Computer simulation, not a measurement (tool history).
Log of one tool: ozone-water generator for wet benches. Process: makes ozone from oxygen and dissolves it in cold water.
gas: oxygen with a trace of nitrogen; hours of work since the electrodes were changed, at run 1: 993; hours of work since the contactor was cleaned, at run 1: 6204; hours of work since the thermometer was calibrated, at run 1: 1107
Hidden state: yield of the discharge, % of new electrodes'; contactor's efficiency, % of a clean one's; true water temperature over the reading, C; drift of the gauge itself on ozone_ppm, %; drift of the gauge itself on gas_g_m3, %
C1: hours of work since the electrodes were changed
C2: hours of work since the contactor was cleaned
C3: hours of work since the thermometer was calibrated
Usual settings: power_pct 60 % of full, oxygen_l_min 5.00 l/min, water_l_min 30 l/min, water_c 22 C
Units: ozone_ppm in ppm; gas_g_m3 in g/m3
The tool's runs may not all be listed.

Run 1, hour 0.0: usual settings; C1 993; C2 6204; C3 1107. Result: ozone_ppm 12.8 ppm, gas_g_m3 187.3 g/m3.
Run 2, hour 25.8: usual settings; C1 1010; C2 6221; C3 1125. Result: ozone_ppm 12.5 ppm, gas_g_m3 184.5 g/m3.
Run 3, hour 57.5: usual settings but water_c 21 C; C1 1031; C2 6242; C3 1146. Result: ozone_ppm 12.7 ppm, gas_g_m3 186.1 g/m3.
Run 4, hour 94.7: usual settings but water_c 21 C; C1 1056; C2 6267; C3 1171. Result: ozone_ppm 12.9 ppm, gas_g_m3 187.3 g/m3.
Run 5, hour 133.8: usual settings; C1 1082; C2 6293; C3 1197. Result: ozone_ppm 12.8 ppm, gas_g_m3 186.5 g/m3.
Run 6, hour 153.8: usual settings; C1 1095; C2 6306; C3 1210. Result: ozone_ppm 12.6 ppm, gas_g_m3 186.2 g/m3.
Run 7, hour 171.1: usual settings; C1 1107; C2 6318; C3 1221. Result: ozone_ppm 12.8 ppm, gas_g_m3 186.3 g/m3.
Run 8, hour 209.8: usual settings; C1 1133; C2 6344; C3 1247. Result: ozone_ppm 12.6 ppm, gas_g_m3 184.7 g/m3.
Run 9, hour 229.0: usual settings; C1 1146; C2 6356; C3 1260. Result: ozone_ppm 12.6 ppm, gas_g_m3 186.1 g/m3.
Run 10, hour 258.1: usual settings; C1 1165; C2 6376; C3 1280. Result: ozone_ppm 12.5 ppm, gas_g_m3 185.1 g/m3.
Run 11, hour 291.6: usual settings; C1 1187; C2 6398; C3 1302. Result: ozone_ppm 12.6 ppm, gas_g_m3 185.2 g/m3.
Run 12, hour 318.3: usual settings but water_c 23 C; C1 1205; C2 6416; C3 1320. Result: ozone_ppm 12.4 ppm, gas_g_m3 186.3 g/m3.
Run 13, hour 341.8: usual settings but water_c 23 C; C1 1221; C2 6432; C3 1335. Result: ozone_ppm 12.5 ppm, gas_g_m3 184.1 g/m3.
Run 14, hour 361.6: usual settings but power_pct 45 % of full, water_l_min 20 l/min; C1 1234; C2 6445; C3 1349. Result: ozone_ppm 14.4 ppm, gas_g_m3 150.6 g/m3.
Run 15, hour 398.6: usual settings but power_pct 45 % of full, oxygen_l_min 4.56 l/min, water_l_min 20 l/min, water_c 21 C; C1 1259; C2 6470; C3 1373. Result: ozone_ppm 14.6 ppm, gas_g_m3 159.8 g/m3.
Run 16, hour 422.8: usual settings but power_pct 49 % of full, oxygen_l_min 3.95 l/min, water_l_min 43 l/min; C1 1275; C2 6486; C3 1389. Result: ozone_ppm 7.6 ppm, gas_g_m3 189.7 g/m3.
Run 17, hour 446.6: usual settings but power_pct 49 % of full, oxygen_l_min 3.95 l/min, water_l_min 43 l/min; C1 1291; C2 6502; C3 1405. Result: ozone_ppm 7.6 ppm, gas_g_m3 188.0 g/m3.
Run 18, hour 471.1: usual settings but power_pct 49 % of full, oxygen_l_min 3.95 l/min, water_l_min 43 l/min, water_c 19 C; C1 1307; C2 6518; C3 1422. Result: ozone_ppm 7.7 ppm, gas_g_m3 186.3 g/m3.
Run 19, hour 495.2: usual settings but power_pct 49 % of full, oxygen_l_min 3.95 l/min, water_l_min 43 l/min, water_c 19 C; C1 1323; C2 6534; C3 1438. Result: ozone_ppm 8.0 ppm, gas_g_m3 189.1 g/m3.
Run 20, hour 519.9: usual settings but oxygen_l_min 3.48 l/min; C1 1340; C2 6551; C3 1454. Result: ozone_ppm 12.7 ppm, gas_g_m3 238.4 g/m3.
Run 21, hour 559.3: usual settings but oxygen_l_min 3.48 l/min; C1 1366; C2 6577; C3 1481. Result: ozone_ppm 12.5 ppm, gas_g_m3 237.7 g/m3.

4 ways to go on from here, each from the tool as it stands after run 21. What would each give?
Run A, hour 583.8: usual settings but oxygen_l_min 7.82 l/min; C1 1382; C2 6593; C3 1497. Result: ozone_ppm ?, gas_g_m3 ?.
Run B, hour 583.8: usual settings but power_pct 64 % of full, oxygen_l_min 4.65 l/min, water_l_min 24 l/min; C1 1382; C2 6593; C3 1497. Result: ozone_ppm ?, gas_g_m3 ?.
Run C, hour 583.8: usual settings but oxygen_l_min 5.44 l/min, water_c 18 C; C1 1382; C2 6593; C3 1497. Result: ozone_ppm ?, gas_g_m3 ?.
Run D, hour 583.8: usual settings but power_pct 93 % of full, oxygen_l_min 3.48 l/min; C1 1382; C2 6593; C3 1497. Result: ozone_ppm ?, gas_g_m3 ?.

run  ozone_ppm  gas_g_m3
  A       11.7     137.1
  B       16.1     203.6
  C       12.9     173.0
  D       17.5     326.2
Without the tool's hidden state the same runs would have given:
run  ozone_ppm  gas_g_m3
  A       12.6     138.5
  B       17.3     205.7
  C       13.9     174.8
  D       18.9     330.7
